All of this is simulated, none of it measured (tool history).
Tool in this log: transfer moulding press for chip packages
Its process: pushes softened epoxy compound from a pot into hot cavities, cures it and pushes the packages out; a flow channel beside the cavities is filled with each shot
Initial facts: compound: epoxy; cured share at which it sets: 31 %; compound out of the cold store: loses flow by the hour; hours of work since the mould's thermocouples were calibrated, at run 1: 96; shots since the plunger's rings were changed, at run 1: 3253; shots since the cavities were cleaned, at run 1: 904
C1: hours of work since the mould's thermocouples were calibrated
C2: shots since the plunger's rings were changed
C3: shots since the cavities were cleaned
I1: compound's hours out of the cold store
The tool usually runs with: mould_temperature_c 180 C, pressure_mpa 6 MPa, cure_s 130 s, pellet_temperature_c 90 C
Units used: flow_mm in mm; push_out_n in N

run 1 hour=0 | mould_temperature_c=180 pressure_mpa=6 cure_s=130 pellet_temperature_c=90 | C1=96 C2=3253 C3=904 | I1=21 | flow_mm=533 push_out_n=312
-- hour=47.1 cavities cleaned with cleaning compound and waxed
run 2 hour=50.6 | mould_temperature_c=180 pressure_mpa=6 cure_s=130 pellet_temperature_c=90 | C1=119 C2=3582 C3=24 | I1=31.4 | flow_mm=513 push_out_n=296
-- hour=100 plunger's sealing rings changed
run 3 hour=109.5 | mould_temperature_c=180 pressure_mpa=6 cure_s=130 pellet_temperature_c=86 | C1=144 C2=64 C3=401 | I1=9.7 | flow_mm=563 push_out_n=309
run 4 hour=164.4 | mould_temperature_c=180 pressure_mpa=6 cure_s=130 pellet_temperature_c=90 | C1=169 C2=431 C3=768 | I1=46.9 | flow_mm=480 push_out_n=278
run 5 hour=192.8 | mould_temperature_c=180 pressure_mpa=6 cure_s=130 pellet_temperature_c=90 | C1=182 C2=621 C3=958 | I1=34.1 | flow_mm=506 push_out_n=308
-- hour=232.3 cavities cleaned with cleaning compound and waxed
run 6 hour=232.3 | mould_temperature_c=180 pressure_mpa=6 cure_s=130 pellet_temperature_c=90 | C1=200 C2=875 C3=0 | I1=47.2 | flow_mm=480 push_out_n=293
run 7 hour=277.2 | mould_temperature_c=180 pressure_mpa=6 cure_s=130 pellet_temperature_c=90 | C1=220 C2=1175 C3=300 | I1=35.3 | flow_mm=505 push_out_n=304
run 8 hour=306.6 | mould_temperature_c=180 pressure_mpa=6 cure_s=130 pellet_temperature_c=90 | C1=233 C2=1372 C3=497 | I1=23.5 | flow_mm=525 push_out_n=312
run 9 hour=361.4 | mould_temperature_c=180 pressure_mpa=6 cure_s=130 pellet_temperature_c=90 | C1=258 C2=1739 C3=864 | I1=19.2 | flow_mm=541 push_out_n=313
run 10 hour=405.6 | mould_temperature_c=180 pressure_mpa=5.34 cure_s=130 pellet_temperature_c=84 | C1=278 C2=2035 C3=1160 | I1=45.9 | flow_mm=457 push_out_n=304
-- hour=416.8 cavities cleaned with cleaning compound and waxed
run 11 hour=436.7 | mould_temperature_c=180 pressure_mpa=5.34 cure_s=130 pellet_temperature_c=84 | C1=292 C2=2232 C3=133 | I1=43.5 | flow_mm=460 push_out_n=299
run 12 hour=483.5 | mould_temperature_c=179 pressure_mpa=6 cure_s=166 pellet_temperature_c=90 | C1=313 C2=2545 C3=446 | I1=14.6 | flow_mm=557 push_out_n=253
run 13 hour=540.8 | mould_temperature_c=183 pressure_mpa=6 cure_s=130 pellet_temperature_c=90 | C1=339 C2=2929 C3=830 | I1=43.5 | flow_mm=485 push_out_n=258
run 14 hour=585.3 | mould_temperature_c=183 pressure_mpa=6 cure_s=165 pellet_temperature_c=86 | C1=360 C2=3227 C3=1128 | I1=10.1 | flow_mm=551 push_out_n=245

Predict each of these 4 candidate next runs independently; none follows another, all start after run 14:
-- hour=598.1 cavities cleaned with cleaning compound and waxed
run A hour=636 | mould_temperature_c=186 pressure_mpa=4.55 cure_s=126 pellet_temperature_c=90 | C1=382 C2=3556 C3=254 | I1=36.1 | flow_mm=? push_out_n=?
-- hour=598.1 cavities cleaned with cleaning compound and waxed
run B hour=636 | mould_temperature_c=173 pressure_mpa=6.67 cure_s=165 pellet_temperature_c=93 | C1=382 C2=3556 C3=254 | I1=29.7 | flow_mm=? push_out_n=?
-- hour=598.1 cavities cleaned with cleaning compound and waxed
run C hour=636 | mould_temperature_c=183 pressure_mpa=6.51 cure_s=165 pellet_temperature_c=87 | C1=382 C2=3556 C3=254 | I1=12.4 | flow_mm=? push_out_n=?
-- hour=598.1 cavities cleaned with cleaning compound and waxed
run D hour=636 | mould_temperature_c=183 pressure_mpa=6 cure_s=151 pellet_temperature_c=86 | C1=382 C2=3556 C3=254 | I1=27.8 | flow_mm=? push_out_n=?

run=A flow_mm=425 push_out_n=254
run=B flow_mm=563 push_out_n=313
run=C flow_mm=566 push_out_n=239
run=D flow_mm=513 push_out_n=250
Without the tool's unlogged condition, the same runs would have read:
run=A flow_mm=425 push_out_n=254
run=B flow_mm=563 push_out_n=312
run=C flow_mm=566 push_out_n=238
run=D flow_mm=513 push_out_n=249
